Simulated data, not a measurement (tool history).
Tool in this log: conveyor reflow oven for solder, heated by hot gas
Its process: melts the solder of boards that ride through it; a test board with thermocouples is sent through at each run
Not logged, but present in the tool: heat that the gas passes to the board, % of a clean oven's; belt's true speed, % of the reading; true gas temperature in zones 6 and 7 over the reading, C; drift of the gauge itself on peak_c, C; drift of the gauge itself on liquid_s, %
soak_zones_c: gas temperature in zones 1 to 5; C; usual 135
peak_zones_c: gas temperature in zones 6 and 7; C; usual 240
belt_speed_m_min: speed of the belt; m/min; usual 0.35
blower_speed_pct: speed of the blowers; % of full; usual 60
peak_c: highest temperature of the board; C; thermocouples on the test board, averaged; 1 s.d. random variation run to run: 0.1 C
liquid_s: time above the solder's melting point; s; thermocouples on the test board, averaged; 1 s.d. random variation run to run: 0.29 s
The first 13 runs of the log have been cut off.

run,day,soak_zones_c,peak_zones_c,belt_speed_m_min,blower_speed_pct,hours of work since the flux was cleaned out,hours of work since the belt drive was overhauled,hours of work since the thermocouples were changed,peak_c,liquid_s
14,19.246,135,240,0.35,60,55,1197,221,219.4,79.8
15,20.267,135,240,0.35,60,67,1209,234,219.5,80.2
16,21.804,135,240,0.35,60,86,1228,253,219.4,79.4
17,23.867,130,240,0.316,57,112,1254,278,221.2,88.7
# day 25.096: belt drive overhauled, speed set with a stopwatch
18,25.767,125,236,0.375,59,133,8,299,209.1,55
19,26.992,124,254,0.35,59,148,23,315,226.8,79
20,28.825,133,247,0.319,61,170,46,337,227,91.1
21,30.742,133,247,0.295,74,194,69,361,232.2,103.9
22,31.942,121,251,0.319,60,209,84,375,227.7,86.6
# day 32.988: flux residue cleaned out of gas plates and filters
23,33.579,121,251,0.319,60,7,102,393,229.3,88.4
24,34.867,121,251,0.319,60,23,118,409,229.2,88.7
25,36.492,121,251,0.319,60,43,137,429,229.2,88.4
26,37.567,149,240,0.35,60,56,151,442,221.6,85.8
27,39.392,141,254,0.395,55,79,173,464,224.6,74.6
28,40.979,142,236,0.35,86,98,193,484,221.8,83.4
29,42.988,142,236,0.35,86,123,217,509,221.7,83.8
30,44.538,126,236,0.35,86,142,236,528,218.9,74.1

Here are 4 independent what-if runs from the current tool condition. What would each one return?
A,45.6,126,236,0.35,71,155,249,541,?,?
B,45.6,145,240,0.35,60,155,249,541,?,?
C,45.6,128,240,0.35,52,155,249,541,?,?
D,45.6,135,240,0.35,58,155,249,541,?,?

run,peak_c,liquid_s
A,215.8,70.2
B,220.4,82.5
C,214.3,67.8
D,217.9,75.4
With no hidden state in the tool, these same runs would have given:
run,peak_c,liquid_s
A,216.2,70.4
B,220.6,82.4
C,214.6,68
D,218.1,75.5

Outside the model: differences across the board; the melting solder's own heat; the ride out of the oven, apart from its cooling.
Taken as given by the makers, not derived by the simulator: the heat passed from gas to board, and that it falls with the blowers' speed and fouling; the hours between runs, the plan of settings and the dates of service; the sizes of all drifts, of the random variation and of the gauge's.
